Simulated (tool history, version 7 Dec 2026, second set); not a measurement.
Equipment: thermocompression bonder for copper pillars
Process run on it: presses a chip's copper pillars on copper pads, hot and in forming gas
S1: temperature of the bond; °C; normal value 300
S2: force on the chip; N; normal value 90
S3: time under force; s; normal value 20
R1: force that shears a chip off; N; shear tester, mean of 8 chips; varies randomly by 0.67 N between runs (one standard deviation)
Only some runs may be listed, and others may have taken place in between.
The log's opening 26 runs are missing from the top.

run,hour,S1,S2,S3,R1
27,345.2,321,71,46,55.8
# hour 348.9: heater calibrated with a thermocouple chip
28,357.3,314,110,20,48.6
29,369.1,300,90,25,39.2
30,378.5,300,90,25,37.9
# hour 382.8: forming gas filter changed
31,391.8,300,90,25,45.7
32,400.6,300,90,25,43.5
# hour 411.3: heater calibrated with a thermocouple chip, once more
33,411.4,300,90,25,48
34,428.8,300,90,25,47.2
35,437.5,300,90,25,47.2
36,453.8,283,74,15,25.2
37,470,283,54,44,33.5
38,487.4,305,54,24,35.5
39,496.3,305,54,24,34.6

Here are 5 independent what-if runs from the current tool condition. What would each one return?
A,504.1,325,54,24,?
B,504.1,281,80,40,?
C,504.1,320,99,59,?
D,504.1,305,107,24,?
E,504.1,305,54,43,?

run,R1
A,45.4
B,40.5
C,77.6
D,53.1
E,42.5
What these runs would have given with no unlogged condition in the tool:
run,R1
A,48.6
B,43.6
C,82
D,56.8
E,45.7
